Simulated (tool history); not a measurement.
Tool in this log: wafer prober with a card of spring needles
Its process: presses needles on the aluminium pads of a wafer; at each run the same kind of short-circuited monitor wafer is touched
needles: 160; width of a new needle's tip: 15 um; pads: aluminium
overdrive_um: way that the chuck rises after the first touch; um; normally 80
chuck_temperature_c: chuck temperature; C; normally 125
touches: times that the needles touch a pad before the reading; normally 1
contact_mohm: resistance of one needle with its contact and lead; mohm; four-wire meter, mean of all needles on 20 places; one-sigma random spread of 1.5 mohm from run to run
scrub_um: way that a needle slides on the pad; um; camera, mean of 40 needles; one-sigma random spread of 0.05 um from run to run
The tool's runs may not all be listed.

run 1 hour=0 | overdrive_um=80 chuck_temperature_c=125 touches=1 | contact_mohm=186 scrub_um=20.75
-- hour=10.9 tips cleaned on abrasive film
run 2 hour=25.2 | overdrive_um=80 chuck_temperature_c=89 touches=1 | contact_mohm=255 scrub_um=20.73
-- hour=27.3 tips cleaned on abrasive film
-- hour=42.1 tips cleaned on abrasive film
run 3 hour=49 | overdrive_um=80 chuck_temperature_c=29 touches=1 | contact_mohm=226 scrub_um=20.66
-- hour=58.1 tips cleaned on abrasive film
-- hour=74.1 tips cleaned on abrasive film
run 4 hour=74.5 | overdrive_um=80 chuck_temperature_c=125 touches=1 | contact_mohm=148 scrub_um=20.7
-- hour=78.3 height of the first contact set anew
-- hour=90 tips cleaned on abrasive film
-- hour=105.4 tips cleaned on abrasive film
run 5 hour=105.4 | overdrive_um=80 chuck_temperature_c=125 touches=1 | contact_mohm=142 scrub_um=20.42
-- hour=120.4 tips cleaned on abrasive film
-- hour=135.6 tips cleaned on abrasive film
run 6 hour=139.8 | overdrive_um=80 chuck_temperature_c=125 touches=1 | contact_mohm=200 scrub_um=20.41
-- hour=151.5 tips cleaned on abrasive film
run 7 hour=165.4 | overdrive_um=80 chuck_temperature_c=125 touches=1 | contact_mohm=261 scrub_um=20.4
-- hour=168.3 tips cleaned on abrasive film
run 8 hour=180.7 | overdrive_um=80 chuck_temperature_c=125 touches=1 | contact_mohm=257 scrub_um=20.48
-- hour=185.1 tips cleaned on abrasive film
-- hour=201.9 tips cleaned on abrasive film
-- hour=214.5 height of the first contact set anew, once more
run 9 hour=214.5 | overdrive_um=80 chuck_temperature_c=125 touches=1 | contact_mohm=245 scrub_um=20.96
-- hour=217.2 tips cleaned on abrasive film
-- hour=235 tips cleaned on abrasive film
run 10 hour=236.9 | overdrive_um=80 chuck_temperature_c=125 touches=1 | contact_mohm=168 scrub_um=20.95
-- hour=251.8 tips cleaned on abrasive film
run 11 hour=266.2 | overdrive_um=80 chuck_temperature_c=125 touches=1 | contact_mohm=251 scrub_um=20.93
-- hour=268.6 tips cleaned on abrasive film
-- hour=285.1 tips cleaned on abrasive film
run 12 hour=286.6 | overdrive_um=72 chuck_temperature_c=125 touches=1 | contact_mohm=171 scrub_um=18.77
-- hour=300.1 tips cleaned on abrasive film
run 13 hour=312 | overdrive_um=80 chuck_temperature_c=125 touches=1 | contact_mohm=248 scrub_um=20.87
-- hour=316.7 tips cleaned on abrasive film
run 14 hour=327.6 | overdrive_um=80 chuck_temperature_c=125 touches=1 | contact_mohm=248 scrub_um=20.73
-- hour=333.1 tips cleaned on abrasive film
-- hour=349.9 tips cleaned on abrasive film
run 15 hour=351.4 | overdrive_um=80 chuck_temperature_c=125 touches=1 | contact_mohm=161 scrub_um=20.8
-- hour=365.2 tips cleaned on abrasive film
run 16 hour=369.1 | overdrive_um=80 chuck_temperature_c=125 touches=1 | contact_mohm=194 scrub_um=20.87
-- hour=380.2 tips cleaned on abrasive film
-- hour=396.5 tips cleaned on abrasive film
run 17 hour=397 | overdrive_um=96 chuck_temperature_c=26 touches=1 | contact_mohm=134 scrub_um=24.85
-- hour=413.6 tips cleaned on abrasive film
run 18 hour=414.3 | overdrive_um=96 chuck_temperature_c=26 touches=1 | contact_mohm=129 scrub_um=25.02
-- hour=429.4 tips cleaned on abrasive film
run 19 hour=430.6 | overdrive_um=61 chuck_temperature_c=28 touches=1 | contact_mohm=173 scrub_um=15.69
-- hour=444.5 tips cleaned on abrasive film
run 20 hour=457.9 | overdrive_um=74 chuck_temperature_c=77 touches=1 | contact_mohm=285 scrub_um=19.18
-- hour=460.2 tips cleaned on abrasive film
-- hour=476.6 tips cleaned on abrasive film
run 21 hour=476.6 | overdrive_um=64 chuck_temperature_c=77 touches=2 | contact_mohm=144 scrub_um=16.55
-- hour=491.8 tips cleaned on abrasive film
run 22 hour=496.5 | overdrive_um=69 chuck_temperature_c=44 touches=3 | contact_mohm=160 scrub_um=17.82
-- hour=508.9 tips cleaned on abrasive film
-- hour=524.8 tips cleaned on abrasive film
run 23 hour=528 | overdrive_um=80 chuck_temperature_c=51 touches=1 | contact_mohm=187 scrub_um=20.69
-- hour=541.3 tips cleaned on abrasive film
-- hour=556.4 tips cleaned on abrasive film
run 24 hour=556.5 | overdrive_um=76 chuck_temperature_c=125 touches=2 | contact_mohm=144 scrub_um=19.58
-- hour=571.4 tips cleaned on abrasive film
run 25 hour=571.4 | overdrive_um=76 chuck_temperature_c=42 touches=3 | contact_mohm=125 scrub_um=19.65
-- hour=588.3 tips cleaned on abrasive film
-- hour=603.2 tips cleaned on abrasive film
run 26 hour=603.2 | overdrive_um=80 chuck_temperature_c=82 touches=2 | contact_mohm=134 scrub_um=20.68
-- hour=618.4 tips cleaned on abrasive film
-- hour=624.1 height of the first contact set anew
-- hour=634 tips cleaned on abrasive film
run 27 hour=634.4 | overdrive_um=61 chuck_temperature_c=34 touches=2 | contact_mohm=140 scrub_um=15.91
-- hour=650.5 tips cleaned on abrasive film
-- hour=665.6 tips cleaned on abrasive film
run 28 hour=665.6 | overdrive_um=73 chuck_temperature_c=93 touches=2 | contact_mohm=139 scrub_um=19.11
-- hour=683.2 tips cleaned on abrasive film
run 29 hour=684.6 | overdrive_um=91 chuck_temperature_c=83 touches=1 | contact_mohm=150 scrub_um=23.75
-- hour=698.8 tips cleaned on abrasive film
-- hour=713.7 tips cleaned on abrasive film
run 30 hour=718.4 | overdrive_um=78 chuck_temperature_c=109 touches=2 | contact_mohm=183 scrub_um=20.29

Predict each of these 5 candidate next runs independently; none follows another, all start after run 30:
-- hour=730.1 tips cleaned on abrasive film
-- hour=745 tips cleaned on abrasive film
run A hour=751.1 | overdrive_um=70 chuck_temperature_c=75 touches=3 | contact_mohm=? scrub_um=?
-- hour=730.1 tips cleaned on abrasive film
-- hour=745 tips cleaned on abrasive film
run B hour=751.1 | overdrive_um=71 chuck_temperature_c=109 touches=2 | contact_mohm=? scrub_um=?
-- hour=730.1 tips cleaned on abrasive film
-- hour=745 tips cleaned on abrasive film
run C hour=751.1 | overdrive_um=83 chuck_temperature_c=125 touches=1 | contact_mohm=? scrub_um=?
-- hour=730.1 tips cleaned on abrasive film
-- hour=745 tips cleaned on abrasive film
run D hour=751.1 | overdrive_um=61 chuck_temperature_c=125 touches=1 | contact_mohm=? scrub_um=?
-- hour=730.1 tips cleaned on abrasive film
-- hour=745 tips cleaned on abrasive film
run E hour=751.1 | overdrive_um=98 chuck_temperature_c=57 touches=3 | contact_mohm=? scrub_um=?

run=A contact_mohm=173 scrub_um=18.21
run=B contact_mohm=194 scrub_um=18.5
run=C contact_mohm=209 scrub_um=21.64
run=D contact_mohm=273 scrub_um=15.82
run=E contact_mohm=144 scrub_um=25.56
What these runs would have given with no unlogged condition in the tool:
run=A contact_mohm=130 scrub_um=18.32
run=B contact_mohm=131 scrub_um=18.61
run=C contact_mohm=132 scrub_um=21.75
run=D contact_mohm=141 scrub_um=15.92
run=E contact_mohm=119 scrub_um=25.67
